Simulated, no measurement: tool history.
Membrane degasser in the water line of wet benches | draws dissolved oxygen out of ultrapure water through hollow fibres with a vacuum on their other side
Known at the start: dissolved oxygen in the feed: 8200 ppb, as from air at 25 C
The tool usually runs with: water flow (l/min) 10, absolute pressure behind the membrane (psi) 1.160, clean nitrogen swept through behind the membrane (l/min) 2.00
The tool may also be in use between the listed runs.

| run | hour | water flow (l/min) | absolute pressure behind the membrane (psi) | clean nitrogen swept through behind the membrane (l/min) | dissolved oxygen in the water behind the degasser (ppb) | pressure that the water loses in the fibres (psi) |
|---|---|---|---|---|---|---|
| 1 | 0.0 | 10 | 1.160 | 2.00 | 92.2 | 6.453 |
| 2 | 225.3 | 10 | 1.160 | 1.43 | 117.8 | 6.445 |
| 3 | 540.9 | 10 | 1.044 | 1.43 | 103.2 | 6.405 |
| 4 | 828.7 | 10 | 1.044 | 1.43 | 102.9 | 6.374 |
| 5 | 1032.9 | 10 | 1.044 | 1.43 | 101.2 | 6.447 |
| 6 | 1333.0 | 10 | 1.044 | 1.43 | 100.2 | 6.421 |
| 7 | 1542.2 | 10 | 1.044 | 1.43 | 102.5 | 6.444 |
|  | 1652.9 | vacuum gauge calibrated |
| 8 | 1764.4 | 10 | 1.160 | 2.00 | 90.7 | 6.444 |
| 9 | 1912.4 | 10 | 1.160 | 2.56 | 81.1 | 6.460 |
| 10 | 2144.9 | 12 | 1.160 | 2.00 | 139.6 | 7.725 |
| 11 | 2421.8 | 10 | 1.160 | 2.00 | 93.7 | 6.435 |
| 12 | 2688.4 | 10 | 1.160 | 2.00 | 92.4 | 6.437 |
| 13 | 2978.2 | 10 | 1.188 | 2.88 | 78.2 | 6.430 |
| 14 | 3214.6 | 13 | 1.577 | 2.00 | 209.4 | 8.348 |
| 15 | 3460.3 | 10 | 2.442 | 1.15 | 314.6 | 6.419 |
| 16 | 3707.2 | 7 | 2.442 | 1.18 | 200.6 | 4.496 |
| 17 | 3971.1 | 15 | 2.442 | 4.20 | 266.0 | 9.619 |
|  | 4177.5 | membrane cartridge changed |
| 18 | 4265.5 | 10 | 1.160 | 1.46 | 114.3 | 6.395 |
| 19 | 4552.2 | 15 | 2.302 | 3.12 | 290.2 | 9.600 |
| 20 | 4824.4 | 10 | 1.038 | 2.00 | 82.1 | 6.418 |
| 21 | 4981.0 | 8 | 1.160 | 2.00 | 59.3 | 5.134 |
|  | 5210.3 | vacuum gauge calibrated |
| 22 | 5255.8 | 9 | 0.891 | 4.91 | 35.9 | 5.838 |
| 23 | 5547.0 | 9 | 0.891 | 4.91 | 36.0 | 5.790 |

Alternative continuations, all from the tool just after run 23; predict every row:
| A | 5878.0 | 9 | 0.891 | 3.05 | ? | ? |
| B | 5878.0 | 8 | 0.891 | 1.71 | ? | ? |
| C | 5878.0 | 10 | 1.160 | 2.52 | ? | ? |

| run | dissolved oxygen in the water behind the degasser (ppb) | pressure that the water loses in the fibres (psi) |
|---|---|---|
| A | 44.5 | 5.786 |
| B | 45.8 | 5.182 |
| C | 82.9 | 6.427 |
What these runs would have given with no unlogged condition in the tool:
| run | dissolved oxygen in the water behind the degasser (ppb) | pressure that the water loses in the fibres (psi) |
|---|---|---|
| A | 44.4 | 5.786 |
| B | 45.7 | 5.181 |
| C | 82.8 | 6.425 |
